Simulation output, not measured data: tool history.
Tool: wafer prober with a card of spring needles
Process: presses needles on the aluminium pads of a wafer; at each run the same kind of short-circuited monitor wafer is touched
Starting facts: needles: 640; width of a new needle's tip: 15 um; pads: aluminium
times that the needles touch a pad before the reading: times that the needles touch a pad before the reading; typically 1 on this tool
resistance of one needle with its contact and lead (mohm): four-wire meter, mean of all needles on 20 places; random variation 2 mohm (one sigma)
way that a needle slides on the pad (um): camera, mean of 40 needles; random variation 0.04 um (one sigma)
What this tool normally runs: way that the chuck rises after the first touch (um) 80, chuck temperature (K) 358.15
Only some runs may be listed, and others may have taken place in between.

run    hour  way that the chuck rises after the first touch (um)  chuck temperature (K)  times that the needles touch a pad before the reading  resistance of one needle with its contact and lead (mohm)  way that a needle slides on the pad (um)
  1     0.0                                                   80                 358.15                                                      1                                                        220                                     10.73
        8.2  -- tips cleaned on abrasive film
       18.4  -- tips cleaned on abrasive film
       26.5  -- tips cleaned on abrasive film
       36.7  -- tips cleaned on abrasive film
       46.9  -- tips cleaned on abrasive film
       55.1  -- tips cleaned on abrasive film
       65.3  -- tips cleaned on abrasive film
  2    72.8                                                   61                 358.15                                                      1                                                        221                                      8.16
       74.9  -- tips cleaned on abrasive film
       83.1  -- tips cleaned on abrasive film
       93.3  -- tips cleaned on abrasive film
      103.5  -- tips cleaned on abrasive film
      113.7  -- tips cleaned on abrasive film
      121.9  -- tips cleaned on abrasive film
      128.2  -- height of the first contact set anew
      132.4  -- tips cleaned on abrasive film
      142.6  -- tips cleaned on abrasive film
  3   143.2                                                   61                 358.15                                                      1                                                        217                                      8.19
      151.4  -- tips cleaned on abrasive film
      161.6  -- tips cleaned on abrasive film
      171.8  -- tips cleaned on abrasive film
      182.0  -- tips cleaned on abrasive film
      192.2  -- tips cleaned on abrasive film
      202.4  -- tips cleaned on abrasive film
      212.6  -- tips cleaned on abrasive film
      222.8  -- tips cleaned on abrasive film
      233.0  -- tips cleaned on abrasive film
  4   236.5                                                   61                 358.15                                                      3                                                        219                                      8.19
      242.7  -- tips cleaned on abrasive film
      250.8  -- tips cleaned on abrasive film
      261.0  -- tips cleaned on abrasive film
      271.2  -- tips cleaned on abrasive film
      281.4  -- tips cleaned on abrasive film
      289.6  -- tips cleaned on abrasive film
      299.8  -- tips cleaned on abrasive film
      308.0  -- tips cleaned on abrasive film
      318.2  -- tips cleaned on abrasive film
      326.5  -- tips cleaned on abrasive film
  5   326.5                                                   61                 358.15                                                      3                                                        220                                      8.19
      336.7  -- tips cleaned on abrasive film
      346.9  -- tips cleaned on abrasive film
      357.1  -- tips cleaned on abrasive film
      367.3  -- tips cleaned on abrasive film
  6   375.1                                                   61                 358.15                                                      3                                                        218                                      8.16
      377.2  -- tips cleaned on abrasive film
      387.4  -- tips cleaned on abrasive film
      397.6  -- tips cleaned on abrasive film
      407.8  -- tips cleaned on abrasive film
      418.0  -- tips cleaned on abrasive film
      428.2  -- tips cleaned on abrasive film
      438.4  -- tips cleaned on abrasive film
      448.6  -- tips cleaned on abrasive film
      458.8  -- tips cleaned on abrasive film
  7   466.3                                                   82                 358.15                                                      1                                                        220                                     11.06
      468.4  -- tips cleaned on abrasive film
      478.6  -- tips cleaned on abrasive film
      488.8  -- tips cleaned on abrasive film
      499.0  -- tips cleaned on abrasive film
      509.2  -- tips cleaned on abrasive film
      519.4  -- tips cleaned on abrasive film
      527.6  -- tips cleaned on abrasive film
  8   534.6                                                   82                 358.15                                                      1                                                        217                                     11.02
      536.7  -- tips cleaned on abrasive film
      546.9  -- tips cleaned on abrasive film
      557.1  -- tips cleaned on abrasive film
      567.3  -- tips cleaned on abrasive film
      577.5  -- tips cleaned on abrasive film
      585.7  -- tips cleaned on abrasive film
      595.9  -- tips cleaned on abrasive film
      606.1  -- tips cleaned on abrasive film
  9   613.7                                                   82                 358.15                                                      1                                                        217                                     10.98
      615.8  -- tips cleaned on abrasive film
      626.0  -- tips cleaned on abrasive film
      634.2  -- tips cleaned on abrasive film
      644.4  -- tips cleaned on abrasive film
      654.6  -- tips cleaned on abrasive film
      664.7  -- tips cleaned on abrasive film
      669.1  -- height of the first contact set anew
      675.2  -- tips cleaned on abrasive film
      685.4  -- tips cleaned on abrasive film
      693.6  -- tips cleaned on abrasive film
      703.8  -- tips cleaned on abrasive film
 10   710.5                                                   80                 358.15                                                      1                                                        218                                     10.73
      712.6  -- tips cleaned on abrasive film
      720.8  -- tips cleaned on abrasive film
      731.0  -- tips cleaned on abrasive film
      741.2  -- tips cleaned on abrasive film
      751.4  -- tips cleaned on abrasive film
      761.6  -- tips cleaned on abrasive film
      769.7  -- tips cleaned on abrasive film
      779.9  -- tips cleaned on abrasive film
 11   787.4                                                   80                 381.15                                                      1                                                        221                                     10.85
      789.6  -- tips cleaned on abrasive film
      797.7  -- tips cleaned on abrasive film
      807.9  -- tips cleaned on abrasive film
      818.1  -- tips cleaned on abrasive film
      828.3  -- tips cleaned on abrasive film
      838.5  -- tips cleaned on abrasive film
      848.7  -- tips cleaned on abrasive film
      858.9  -- tips cleaned on abrasive film
 12   863.8                                                   80                 381.15                                                      3                                                        220                                     10.85
      867.9  -- tips cleaned on abrasive film
      878.1  -- tips cleaned on abrasive film
      886.3  -- tips cleaned on abrasive film
      896.5  -- tips cleaned on abrasive film
      904.7  -- tips cleaned on abrasive film
      914.9  -- tips cleaned on abrasive film
      923.0  -- tips cleaned on abrasive film
      933.2  -- tips cleaned on abrasive film
      943.4  -- tips cleaned on abrasive film
 13   948.0                                                   82                 381.15                                                      3                                                        225                                     11.07
      952.1  -- tips cleaned on abrasive film
      962.3  -- tips cleaned on abrasive film
      972.5  -- tips cleaned on abrasive film
      982.7  -- tips cleaned on abrasive film
      992.9  -- tips cleaned on abrasive film
     1002.6  -- tips cleaned on abrasive film
 14  1002.6                                                   82                 381.15                                                      3                                                        222                                     11.07
     1010.7  -- tips cleaned on abrasive film
     1020.9  -- tips cleaned on abrasive film
     1029.1  -- tips cleaned on abrasive film
     1039.3  -- tips cleaned on abrasive film
     1049.5  -- tips cleaned on abrasive film
     1059.7  -- tips cleaned on abrasive film
     1067.9  -- tips cleaned on abrasive film
 15  1069.0                                                   82                 381.15                                                      3                                                        222                                     11.17
     1077.2  -- tips cleaned on abrasive film
     1087.4  -- tips cleaned on abrasive film
     1097.6  -- tips cleaned on abrasive film
     1109.6  -- card fitted with new needles
     1119.8  -- tips cleaned on abrasive film
     1130.0  -- tips cleaned on abrasive film
     1140.1  -- tips cleaned on abrasive film
     1150.3  -- tips cleaned on abrasive film
     1158.5  -- tips cleaned on abrasive film
     1168.7  -- tips cleaned on abrasive film
     1178.9  -- tips cleaned on abrasive film
 16  1179.9                                                  100                 336.15                                                      3                                                        209                                     13.52
     1188.1  -- tips cleaned on abrasive film
     1198.3  -- tips cleaned on abrasive film
     1208.5  -- tips cleaned on abrasive film
     1218.7  -- tips cleaned on abrasive film
 17  1221.1                                                   72                 364.15                                                      1                                                        219                                      9.77
     1227.3  -- tips cleaned on abrasive film
     1237.5  -- tips cleaned on abrasive film
     1247.6  -- tips cleaned on abrasive film
     1257.8  -- tips cleaned on abrasive film
     1268.0  -- tips cleaned on abrasive film
     1278.2  -- tips cleaned on abrasive film
     1286.4  -- tips cleaned on abrasive film
     1296.6  -- tips cleaned on abrasive film
 18  1298.5                                                   88                 358.15                                                      2                                                        215                                     11.96

Expected results for the next run?
     1306.7  -- tips cleaned on abrasive film
     1316.9  -- tips cleaned on abrasive film
     1327.1  -- tips cleaned on abrasive film
     1337.3  -- tips cleaned on abrasive film
     1347.4  -- tips cleaned on abrasive film
 19  1352.1                                                   90                 362.15                                                      2                                                          ?                                         ?

resistance of one needle with its contact and lead (mohm): 217
way that a needle slides on the pad (um): 12.26
Take away the tool's hidden state, keep the run-to-run variation as it was, and the same run would have given resistance of one needle with its contact and lead (mohm) 216, way that a needle slides on the pad (um) 12.06.
